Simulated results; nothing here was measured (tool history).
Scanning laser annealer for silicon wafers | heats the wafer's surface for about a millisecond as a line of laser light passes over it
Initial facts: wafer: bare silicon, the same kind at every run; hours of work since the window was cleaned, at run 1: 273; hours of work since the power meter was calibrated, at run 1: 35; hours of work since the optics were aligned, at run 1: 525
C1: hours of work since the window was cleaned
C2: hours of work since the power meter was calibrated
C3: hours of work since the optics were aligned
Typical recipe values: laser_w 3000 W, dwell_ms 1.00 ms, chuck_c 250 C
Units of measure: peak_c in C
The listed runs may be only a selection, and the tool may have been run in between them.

Run 1, hour 0.0: usual settings; C1 273; C2 35; C3 525. Result: peak_c 998 C.
Run 2, hour 7.2: usual settings; C1 277; C2 39; C3 530. Result: peak_c 999 C.
Run 3, hour 18.0: usual settings but chuck_c 235 C; C1 284; C2 46; C3 536. Result: peak_c 985 C.
Run 4, hour 28.4: usual settings; C1 290; C2 52; C3 542. Result: peak_c 1000 C.
Run 5, hour 39.9: usual settings; C1 297; C2 58; C3 549. Result: peak_c 1003 C.
Run 6, hour 52.6: usual settings; C1 304; C2 66; C3 556. Result: peak_c 995 C.
Run 7, hour 61.2: usual settings; C1 309; C2 71; C3 561. Result: peak_c 1002 C.
Run 8, hour 74.6: usual settings; C1 317; C2 79; C3 569. Result: peak_c 999 C.
Run 9, hour 87.9: usual settings; C1 325; C2 86; C3 577. Result: peak_c 994 C.
Run 10, hour 94.1: usual settings; C1 328; C2 90; C3 580. Result: peak_c 997 C.
Run 11, hour 106.0: usual settings; C1 335; C2 97; C3 587. Result: peak_c 995 C.
Run 12, hour 117.0: usual settings; C1 342; C2 104; C3 594. Result: peak_c 995 C.
Run 13, hour 126.6: usual settings but laser_w 2796 W; C1 347; C2 109; C3 599. Result: peak_c 948 C.
Run 14, hour 135.6: usual settings but chuck_c 229 C; C1 352; C2 114; C3 605. Result: peak_c 975 C.
At hour 139.8: laser's power meter calibrated.
Run 15, hour 149.1: usual settings; C1 359; C2 5; C3 611. Result: peak_c 993 C.
Run 16, hour 155.2: usual settings but chuck_c 286 C; C1 362; C2 9; C3 614. Result: peak_c 1031 C.
At hour 166.6: laser's power meter calibrated, once more.
Run 17, hour 166.8: usual settings but chuck_c 286 C; C1 367; C2 0; C3 619. Result: peak_c 1029 C.
Run 18, hour 180.1: usual settings but laser_w 2599 W; C1 375; C2 8; C3 627. Result: peak_c 903 C.
Run 19, hour 188.6: usual settings but laser_w 2812 W; C1 380; C2 13; C3 632. Result: peak_c 952 C.
Run 20, hour 201.1: usual settings but dwell_ms 0.82 ms; C1 387; C2 20; C3 639. Result: peak_c 914 C.
Run 21, hour 212.4: usual settings but dwell_ms 0.82 ms; C1 394; C2 27; C3 646. Result: peak_c 916 C.
Run 22, hour 224.5: usual settings but dwell_ms 0.71 ms, chuck_c 214 C; C1 401; C2 34; C3 653. Result: peak_c 822 C.
Run 23, hour 234.1: usual settings but laser_w 2624 W, dwell_ms 0.77 ms, chuck_c 214 C; C1 406; C2 39; C3 659. Result: peak_c 776 C.
Run 24, hour 244.6: usual settings but laser_w 2702 W, dwell_ms 0.79 ms, chuck_c 210 C; C1 413; C2 46; C3 665. Result: peak_c 796 C.
Run 25, hour 257.2: usual settings but laser_w 2594 W, dwell_ms 0.76 ms, chuck_c 278 C; C1 420; C2 53; C3 672. Result: peak_c 831 C.
Run 26, hour 271.0: usual settings but laser_w 2594 W, dwell_ms 0.76 ms, chuck_c 278 C; C1 428; C2 61; C3 680. Result: peak_c 831 C.
Run 27, hour 282.1: usual settings but laser_w 2594 W, dwell_ms 0.76 ms, chuck_c 278 C; C1 435; C2 67; C3 687. Result: peak_c 833 C.
Run 28, hour 294.7: usual settings but laser_w 3297 W; C1 442; C2 75; C3 694. Result: peak_c 1058 C.
Run 29, hour 307.9: usual settings but laser_w 2958 W; C1 450; C2 82; C3 702. Result: peak_c 981 C.
Run 30, hour 315.1: usual settings but laser_w 3077 W, dwell_ms 1.17 ms; C1 454; C2 87; C3 706. Result: peak_c 1076 C.
Run 31, hour 329.4: usual settings but laser_w 3077 W, dwell_ms 1.17 ms; C1 462; C2 95; C3 714. Result: peak_c 1080 C.
Run 32, hour 336.1: usual settings but laser_w 2655 W, dwell_ms 0.90 ms; C1 466; C2 99; C3 718. Result: peak_c 870 C.
Run 33, hour 345.2: usual settings but laser_w 2792 W, dwell_ms 0.75 ms, chuck_c 239 C; C1 471; C2 104; C3 724. Result: peak_c 824 C.
Run 34, hour 353.6: usual settings but laser_w 2601 W, dwell_ms 0.79 ms, chuck_c 274 C; C1 476; C2 109; C3 728. Result: peak_c 842 C.
Run 35, hour 367.4: usual settings but laser_w 2601 W, dwell_ms 0.79 ms, chuck_c 274 C; C1 484; C2 117; C3 737. Result: peak_c 836 C.
Run 36, hour 374.5: usual settings but laser_w 3017 W, dwell_ms 0.73 ms, chuck_c 238 C; C1 488; C2 121; C3 741. Result: peak_c 855 C.
Run 37, hour 381.5: usual settings but laser_w 3017 W, dwell_ms 0.73 ms, chuck_c 238 C; C1 493; C2 125; C3 745. Result: peak_c 855 C.
Run 38, hour 392.2: usual settings but dwell_ms 1.24 ms; C1 499; C2 132; C3 751. Result: peak_c 1087 C.
Run 39, hour 404.2: usual settings but dwell_ms 1.24 ms; C1 506; C2 139; C3 758. Result: peak_c 1082 C.
Run 40, hour 412.8: usual settings but dwell_ms 1.24 ms; C1 511; C2 144; C3 763. Result: peak_c 1083 C.
Run 41, hour 423.6: usual settings but laser_w 2790 W, dwell_ms 1.24 ms, chuck_c 248 C; C1 517; C2 150; C3 769. Result: peak_c 1026 C.

Here are 4 independent what-if runs from the current tool condition. What would each one return?
Run A, hour 431.5: usual settings but laser_w 2942 W, dwell_ms 0.90 ms; C1 522; C2 155; C3 774. Result: peak_c ?.
Run B, hour 431.5: usual settings; C1 522; C2 155; C3 774. Result: peak_c ?.
Run C, hour 431.5: usual settings but laser_w 3181 W, dwell_ms 0.80 ms, chuck_c 266 C; C1 522; C2 155; C3 774. Result: peak_c ?.
Run D, hour 431.5: usual settings but laser_w 2790 W, dwell_ms 0.80 ms, chuck_c 248 C; C1 522; C2 155; C3 774. Result: peak_c ?.

run  peak_c
  A     931
  B     986
  C     950
  D     853
Without the tool's hidden state the same runs would have given:
run  peak_c
  A     963
  B    1021
  C     982
  D     882

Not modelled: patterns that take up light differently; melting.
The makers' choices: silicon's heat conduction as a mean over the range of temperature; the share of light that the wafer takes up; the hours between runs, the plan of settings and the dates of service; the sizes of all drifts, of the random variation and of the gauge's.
